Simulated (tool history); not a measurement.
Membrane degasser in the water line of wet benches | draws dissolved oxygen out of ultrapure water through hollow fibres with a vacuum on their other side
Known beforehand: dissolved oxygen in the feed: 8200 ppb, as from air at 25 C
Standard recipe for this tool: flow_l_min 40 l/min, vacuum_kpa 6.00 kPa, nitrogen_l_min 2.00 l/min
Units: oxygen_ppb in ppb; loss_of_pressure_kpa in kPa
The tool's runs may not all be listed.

{"run": 1, "hour": 0.0, "flow_l_min": 40, "vacuum_kpa": 6.0, "nitrogen_l_min": 2.0, "oxygen_ppb": 329.5, "loss_of_pressure_kpa": 26.98}
{"run": 2, "hour": 195.7, "flow_l_min": 40, "vacuum_kpa": 6.0, "nitrogen_l_min": 2.0, "oxygen_ppb": 328.6, "loss_of_pressure_kpa": 27.01}
{"run": 3, "hour": 317.5, "flow_l_min": 40, "vacuum_kpa": 6.0, "nitrogen_l_min": 2.0, "oxygen_ppb": 330.5, "loss_of_pressure_kpa": 26.72}
{"run": 4, "hour": 471.7, "flow_l_min": 40, "vacuum_kpa": 6.0, "nitrogen_l_min": 2.0, "oxygen_ppb": 334.7, "loss_of_pressure_kpa": 26.83}
{"run": 5, "hour": 640.1, "flow_l_min": 40, "vacuum_kpa": 10.98, "nitrogen_l_min": 2.0, "oxygen_ppb": 538.0, "loss_of_pressure_kpa": 26.72}
{"hour": 708.2, "done": "vacuum gauge calibrated"}
{"run": 6, "hour": 779.6, "flow_l_min": 40, "vacuum_kpa": 6.0, "nitrogen_l_min": 2.0, "oxygen_ppb": 324.1, "loss_of_pressure_kpa": 26.62}
{"run": 7, "hour": 967.9, "flow_l_min": 40, "vacuum_kpa": 6.0, "nitrogen_l_min": 2.0, "oxygen_ppb": 331.2, "loss_of_pressure_kpa": 26.66}
{"run": 8, "hour": 1129.8, "flow_l_min": 40, "vacuum_kpa": 6.0, "nitrogen_l_min": 2.0, "oxygen_ppb": 333.0, "loss_of_pressure_kpa": 26.89}
{"run": 9, "hour": 1312.0, "flow_l_min": 40, "vacuum_kpa": 6.0, "nitrogen_l_min": 2.0, "oxygen_ppb": 327.5, "loss_of_pressure_kpa": 27.06}
{"run": 10, "hour": 1444.2, "flow_l_min": 40, "vacuum_kpa": 6.0, "nitrogen_l_min": 2.0, "oxygen_ppb": 326.0, "loss_of_pressure_kpa": 26.93}
{"run": 11, "hour": 1622.7, "flow_l_min": 45, "vacuum_kpa": 6.0, "nitrogen_l_min": 2.0, "oxygen_ppb": 374.7, "loss_of_pressure_kpa": 30.1}
{"run": 12, "hour": 1812.4, "flow_l_min": 44, "vacuum_kpa": 7.72, "nitrogen_l_min": 2.07, "oxygen_ppb": 436.5, "loss_of_pressure_kpa": 29.44}
{"run": 13, "hour": 1964.2, "flow_l_min": 54, "vacuum_kpa": 6.0, "nitrogen_l_min": 2.26, "oxygen_ppb": 454.6, "loss_of_pressure_kpa": 36.28}
{"run": 14, "hour": 2151.2, "flow_l_min": 54, "vacuum_kpa": 3.73, "nitrogen_l_min": 2.4, "oxygen_ppb": 350.9, "loss_of_pressure_kpa": 36.12}
{"run": 15, "hour": 2385.3, "flow_l_min": 31, "vacuum_kpa": 8.44, "nitrogen_l_min": 1.97, "oxygen_ppb": 320.3, "loss_of_pressure_kpa": 20.98}
{"run": 16, "hour": 2606.3, "flow_l_min": 31, "vacuum_kpa": 8.44, "nitrogen_l_min": 1.97, "oxygen_ppb": 331.3, "loss_of_pressure_kpa": 20.86}
{"run": 17, "hour": 2784.6, "flow_l_min": 31, "vacuum_kpa": 8.44, "nitrogen_l_min": 1.97, "oxygen_ppb": 320.7, "loss_of_pressure_kpa": 20.95}
{"run": 18, "hour": 3014.5, "flow_l_min": 31, "vacuum_kpa": 8.44, "nitrogen_l_min": 1.97, "oxygen_ppb": 327.5, "loss_of_pressure_kpa": 20.81}
{"run": 19, "hour": 3218.8, "flow_l_min": 31, "vacuum_kpa": 8.44, "nitrogen_l_min": 1.97, "oxygen_ppb": 324.9, "loss_of_pressure_kpa": 20.61}

3 options for the next run, each taken on its own from the tool as it stands now. Forecast them:
{"run": "A", "hour": 3469.1, "flow_l_min": 40, "vacuum_kpa": 8.44, "nitrogen_l_min": 1.97, "oxygen_ppb": "?", "loss_of_pressure_kpa": "?"}
{"run": "B", "hour": 3469.1, "flow_l_min": 39, "vacuum_kpa": 8.44, "nitrogen_l_min": 1.97, "oxygen_ppb": "?", "loss_of_pressure_kpa": "?"}
{"run": "C", "hour": 3469.1, "flow_l_min": 40, "vacuum_kpa": 6.0, "nitrogen_l_min": 1.4, "oxygen_ppb": "?", "loss_of_pressure_kpa": "?"}

run=A oxygen_ppb=435.2 loss_of_pressure_kpa=26.70
run=B oxygen_ppb=419.9 loss_of_pressure_kpa=26.25
run=C oxygen_ppb=371.0 loss_of_pressure_kpa=26.84
Had the tool no hidden state, the same runs would have come out as:
run=A oxygen_ppb=433.9 loss_of_pressure_kpa=26.67
run=B oxygen_ppb=418.7 loss_of_pressure_kpa=26.21
run=C oxygen_ppb=369.7 loss_of_pressure_kpa=26.80
